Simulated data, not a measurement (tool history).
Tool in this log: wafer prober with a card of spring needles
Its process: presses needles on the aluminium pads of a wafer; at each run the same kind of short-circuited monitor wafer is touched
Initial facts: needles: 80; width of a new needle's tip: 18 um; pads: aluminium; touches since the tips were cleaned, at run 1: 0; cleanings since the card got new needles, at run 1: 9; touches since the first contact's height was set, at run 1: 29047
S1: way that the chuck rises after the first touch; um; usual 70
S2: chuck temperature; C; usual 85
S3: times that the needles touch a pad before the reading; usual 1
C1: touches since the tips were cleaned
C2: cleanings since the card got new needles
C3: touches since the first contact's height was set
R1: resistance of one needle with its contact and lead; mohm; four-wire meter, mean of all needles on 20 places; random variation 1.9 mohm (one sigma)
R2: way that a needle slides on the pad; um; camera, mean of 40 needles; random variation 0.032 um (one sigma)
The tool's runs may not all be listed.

run 1 hour=0.0 | S1=70 S2=85 S3=1 | C1=0 C2=9 C3=29047 | R1=214 R2=12.60
-- hour=6.3 tips cleaned on abrasive film
run 2 hour=10.4 | S1=70 S2=85 S3=2 | C1=1899 C2=10 C3=33841 | R1=251 R2=12.58
-- hour=12.8 tips cleaned on abrasive film
-- hour=19.4 tips cleaned on abrasive film
run 3 hour=23.8 | S1=70 S2=85 S3=2 | C1=2016 C2=12 C3=40013 | R1=248 R2=12.60
-- hour=25.9 tips cleaned on abrasive film
-- hour=32.4 tips cleaned on abrasive film
run 4 hour=36.8 | S1=80 S2=85 S3=1 | C1=2096 C2=14 C3=46038 | R1=266 R2=14.35
-- hour=38.4 tips cleaned on abrasive film
-- hour=45.0 tips cleaned on abrasive film
-- hour=52.4 tips cleaned on abrasive film
run 5 hour=54.1 | S1=85 S2=85 S3=1 | C1=789 C2=17 C3=53952 | R1=236 R2=15.21
-- hour=59.2 tips cleaned on abrasive film
-- hour=66.7 tips cleaned on abrasive film
run 6 hour=66.8 | S1=85 S2=85 S3=1 | C1=53 C2=19 C3=59818 | R1=210 R2=15.25
-- hour=73.2 tips cleaned on abrasive film
run 7 hour=77.1 | S1=85 S2=85 S3=1 | C1=1837 C2=20 C3=64606 | R1=246 R2=15.18
-- hour=79.8 tips cleaned on abrasive film
-- hour=86.9 tips cleaned on abrasive film
run 8 hour=89.5 | S1=85 S2=85 S3=1 | C1=1231 C2=22 C3=70301 | R1=245 R2=15.20
-- hour=93.8 tips cleaned on abrasive film
-- hour=100.4 tips cleaned on abrasive film
run 9 hour=100.4 | S1=70 S2=85 S3=1 | C1=0 C2=24 C3=75280 | R1=213 R2=12.44
-- hour=102.1 height of the first contact set anew
-- hour=107.0 tips cleaned on abrasive film
-- hour=113.2 tips cleaned on abrasive film
run 10 hour=114.9 | S1=70 S2=85 S3=1 | C1=803 C2=26 C3=5887 | R1=251 R2=12.37
-- hour=120.6 tips cleaned on abrasive film
-- hour=126.9 tips cleaned on abrasive film
run 11 hour=128.2 | S1=70 S2=85 S3=1 | C1=616 C2=28 C3=12005 | R1=246 R2=12.39
-- hour=133.0 tips cleaned on abrasive film
run 12 hour=138.5 | S1=70 S2=85 S3=1 | C1=2568 C2=29 C3=16764 | R1=289 R2=12.35
-- hour=139.4 tips cleaned on abrasive film
-- hour=146.1 tips cleaned on abrasive film
run 13 hour=150.9 | S1=70 S2=85 S3=1 | C1=2268 C2=31 C3=22484 | R1=288 R2=12.30
-- hour=152.1 tips cleaned on abrasive film
-- hour=158.7 tips cleaned on abrasive film
run 14 hour=162.5 | S1=70 S2=85 S3=1 | C1=1784 C2=33 C3=27802 | R1=282 R2=12.28
-- hour=164.7 tips cleaned on abrasive film
-- hour=171.2 tips cleaned on abrasive film
run 15 hour=173.2 | S1=70 S2=85 S3=1 | C1=936 C2=35 C3=32708 | R1=258 R2=12.27
-- hour=178.1 tips cleaned on abrasive film
-- hour=184.8 tips cleaned on abrasive film
run 16 hour=184.8 | S1=70 S2=114 S3=1 | C1=0 C2=37 C3=38046 | R1=222 R2=12.21
-- hour=192.1 tips cleaned on abrasive film
-- hour=198.4 tips cleaned on abrasive film
run 17 hour=201.9 | S1=81 S2=85 S3=1 | C1=1625 C2=39 C3=45946 | R1=264 R2=14.23
-- hour=205.6 tips cleaned on abrasive film
-- hour=209.4 height of the first contact set anew, once more
-- hour=213.1 tips cleaned on abrasive film
-- hour=219.5 tips cleaned on abrasive film
run 18 hour=220.3 | S1=70 S2=36 S3=2 | C1=407 C2=42 C3=5021 | R1=215 R2=12.69
-- hour=225.7 tips cleaned on abrasive film
-- hour=232.4 tips cleaned on abrasive film
-- hour=239.3 tips cleaned on abrasive film
run 19 hour=239.6 | S1=59 S2=49 S3=2 | C1=179 C2=45 C3=13915 | R1=218 R2=10.62
-- hour=245.3 tips cleaned on abrasive film
run 20 hour=250.3 | S1=59 S2=49 S3=1 | C1=2298 C2=46 C3=18832 | R1=312 R2=10.63
-- hour=251.7 tips cleaned on abrasive film
-- hour=258.1 tips cleaned on abrasive film
-- hour=264.2 tips cleaned on abrasive film
run 21 hour=264.2 | S1=59 S2=49 S3=2 | C1=0 C2=49 C3=25202 | R1=208 R2=10.56
-- hour=271.3 tips cleaned on abrasive film
-- hour=278.7 tips cleaned on abrasive film
run 22 hour=283.9 | S1=59 S2=82 S3=2 | C1=2426 C2=51 C3=34310 | R1=280 R2=10.57
-- hour=285.4 tips cleaned on abrasive film
-- hour=292.0 tips cleaned on abrasive film
-- hour=298.0 tips cleaned on abrasive film
run 23 hour=300.3 | S1=64 S2=83 S3=1 | C1=1045 C2=54 C3=41848 | R1=269 R2=11.48
-- hour=304.1 tips cleaned on abrasive film
-- hour=310.5 tips cleaned on abrasive film
-- hour=316.9 tips cleaned on abrasive film
run 24 hour=317.5 | S1=71 S2=120 S3=3 | C1=298 C2=57 C3=49779 | R1=220 R2=12.70
-- hour=323.3 tips cleaned on abrasive film
run 25 hour=327.3 | S1=70 S2=118 S3=2 | C1=1893 C2=58 C3=54306 | R1=257 R2=12.47
-- hour=329.8 tips cleaned on abrasive film
-- hour=337.1 tips cleaned on abrasive film
-- hour=344.6 tips cleaned on abrasive film
run 26 hour=344.7 | S1=83 S2=72 S3=2 | C1=78 C2=61 C3=62305 | R1=208 R2=14.80

Same runs, no hidden state in the tool, same run-to-run variation:
The tool's hidden condition here consists of: debris on the tips, nm; way that the needles fall short of the set height, um; tips' diameter, um; drift of the gauge itself on contact_mohm, %; drift of the gauge itself on scrub_um, %.
run=1 R1=207 R2=12.69
run=2 R1=208 R2=12.69
run=3 R1=205 R2=12.72
run=4 R1=205 R2=14.49
run=5 R1=205 R2=15.38
run=6 R1=203 R2=15.45
run=7 R1=200 R2=15.39
run=8 R1=202 R2=15.44
run=9 R1=207 R2=12.70
run=10 R1=206 R2=12.72
run=11 R1=205 R2=12.76
run=12 R1=206 R2=12.73
run=13 R1=208 R2=12.69
run=14 R1=208 R2=12.70
run=15 R1=207 R2=12.70
run=16 R1=212 R2=12.67
run=17 R1=203 R2=14.70
run=18 R1=194 R2=12.71
run=19 R1=204 R2=10.67
run=20 R1=200 R2=10.70
run=21 R1=200 R2=10.66
run=22 R1=207 R2=10.69
run=23 R1=205 R2=11.63
run=24 R1=211 R2=12.88
run=25 R1=213 R2=12.66
run=26 R1=201 R2=15.03

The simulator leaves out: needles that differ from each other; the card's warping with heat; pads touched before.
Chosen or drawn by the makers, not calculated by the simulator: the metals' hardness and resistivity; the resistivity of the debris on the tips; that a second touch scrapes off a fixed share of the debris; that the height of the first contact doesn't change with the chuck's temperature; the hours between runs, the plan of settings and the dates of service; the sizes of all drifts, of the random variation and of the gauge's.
